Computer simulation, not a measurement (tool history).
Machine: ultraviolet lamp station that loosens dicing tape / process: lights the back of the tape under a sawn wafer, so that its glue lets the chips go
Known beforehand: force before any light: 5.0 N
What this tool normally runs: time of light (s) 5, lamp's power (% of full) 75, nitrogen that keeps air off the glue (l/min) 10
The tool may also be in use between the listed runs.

| run | hour | time of light (s) | lamp's power (% of full) | nitrogen that keeps air off the glue (l/min) | force that peels the tape off (N) | light that reached the tape (J/m2) |
|---|---|---|---|---|---|---|
| 1 | 0.0 | 5 | 75 | 10 | 0.488 | 1700 |
| 2 | 8.1 | 5 | 75 | 10 | 0.475 | 1710 |
| 3 | 23.2 | 5 | 75 | 4 | 0.770 | 1700 |
| 4 | 41.5 | 5 | 75 | 4 | 0.826 | 1660 |
| 5 | 54.7 | 5 | 75 | 16 | 0.389 | 1670 |
| 6 | 63.6 | 5 | 75 | 10 | 0.497 | 1690 |
| 7 | 72.1 | 5 | 75 | 16 | 0.410 | 1630 |
| 8 | 90.9 | 5 | 75 | 5 | 0.716 | 1650 |
| 9 | 100.1 | 5 | 75 | 10 | 0.503 | 1620 |
| 10 | 118.1 | 5 | 75 | 10 | 0.531 | 1650 |
| 11 | 132.1 | 5 | 75 | 5 | 0.791 | 1590 |
| 12 | 142.4 | 2 | 75 | 10 | 1.891 | 670 |
| 13 | 157.3 | 2 | 75 | 10 | 1.947 | 690 |
| 14 | 171.4 | 2 | 75 | 10 | 1.972 | 650 |
| 15 | 184.1 | 5 | 75 | 20 | 0.398 | 1580 |
| 16 | 199.7 | 5 | 75 | 20 | 0.389 | 1620 |
| 17 | 214.8 | 5 | 75 | 7 | 0.666 | 1610 |
| 18 | 227.8 | 5 | 75 | 7 | 0.677 | 1570 |
| 19 | 239.9 | 5 | 66 | 10 | 0.710 | 1370 |
| 20 | 249.3 | 5 | 75 | 13 | 0.495 | 1570 |
| 21 | 259.6 | 5 | 75 | 6 | 0.747 | 1600 |
| 22 | 274.3 | 5 | 75 | 6 | 0.759 | 1550 |
| 23 | 291.5 | 5 | 75 | 6 | 0.768 | 1510 |
|  | 301.5 | window cleaned of glue's vapour |
| 24 | 309.0 | 4 | 100 | 10 | 0.419 | 1840 |
| 25 | 328.7 | 6 | 68 | 18 | 0.331 | 1900 |
| 26 | 341.6 | 5 | 80 | 14 | 0.367 | 1790 |
| 27 | 353.6 | 5 | 80 | 14 | 0.373 | 1770 |
| 28 | 367.8 | 6 | 61 | 5 | 0.771 | 1620 |
| 29 | 383.5 | 2 | 60 | 5 | 2.558 | 550 |
| 30 | 402.4 | 5 | 65 | 5 | 0.940 | 1460 |
| 31 | 414.8 | 4 | 97 | 10 | 0.456 | 1680 |
| 32 | 423.1 | 6 | 92 | 10 | 0.274 | 2410 |
| 33 | 437.5 | 4 | 69 | 5 | 1.201 | 1190 |
| 34 | 452.6 | 4 | 69 | 5 | 1.228 | 1160 |
| 35 | 462.4 | 3 | 83 | 10 | 1.035 | 1060 |
| 36 | 476.7 | 3 | 61 | 4 | 2.110 | 790 |
| 37 | 490.1 | 9 | 98 | 12 | 0.162 | 3760 |
| 38 | 499.1 | 5 | 69 | 20 | 0.464 | 1480 |
| 39 | 511.8 | 5 | 69 | 20 | 0.461 | 1480 |
| 40 | 530.9 | 5 | 90 | 9 | 0.414 | 1920 |
| 41 | 545.9 | 5 | 90 | 9 | 0.413 | 1910 |
| 42 | 557.3 | 6 | 100 | 4 | 0.399 | 2570 |
| 43 | 571.7 | 5 | 75 | 20 | 0.417 | 1550 |

Measured result minus the same run's result without the hidden state. Both carry the same run-to-run variation, though not necessarily the same gauge scatter:
Hidden state at play: lamp's light, % of a new lamp's; light that the window lets through, % of a clean one's; drift of the gauge itself on peel_n, %; drift of the gauge itself on dose_mj_cm2, %.
| run | force that peels the tape off (N) | light that reached the tape (J/m2) |
|---|---|---|
| 1 | +0.137 | -340 |
| 2 | +0.136 | -350 |
| 3 | +0.213 | -350 |
| 4 | +0.236 | -360 |
| 5 | +0.116 | -370 |
| 6 | +0.157 | -380 |
| 7 | +0.127 | -380 |
| 8 | +0.224 | -390 |
| 9 | +0.163 | -400 |
| 10 | +0.177 | -410 |
| 11 | +0.256 | -420 |
| 12 | +0.408 | -170 |
| 13 | +0.427 | -170 |
| 14 | +0.440 | -180 |
| 15 | +0.138 | -450 |
| 16 | +0.137 | -450 |
| 17 | +0.245 | -460 |
| 18 | +0.249 | -470 |
| 19 | +0.266 | -420 |
| 20 | +0.191 | -480 |
| 21 | +0.280 | -480 |
| 22 | +0.289 | -490 |
| 23 | +0.302 | -510 |
| 24 | +0.116 | -360 |
| 25 | +0.085 | -380 |
| 26 | +0.102 | -370 |
| 27 | +0.106 | -390 |
| 28 | +0.226 | -360 |
| 29 | +0.346 | -120 |
| 30 | +0.272 | -330 |
| 31 | +0.149 | -410 |
| 32 | +0.066 | -590 |
| 33 | +0.332 | -300 |
| 34 | +0.348 | -310 |
| 35 | +0.317 | -280 |
| 36 | +0.429 | -210 |
| 37 | +0.007 | -1020 |
| 38 | +0.166 | -410 |
| 39 | +0.169 | -420 |
| 40 | +0.149 | -560 |
| 41 | +0.152 | -570 |
| 42 | +0.143 | -770 |
| 43 | +0.155 | -480 |

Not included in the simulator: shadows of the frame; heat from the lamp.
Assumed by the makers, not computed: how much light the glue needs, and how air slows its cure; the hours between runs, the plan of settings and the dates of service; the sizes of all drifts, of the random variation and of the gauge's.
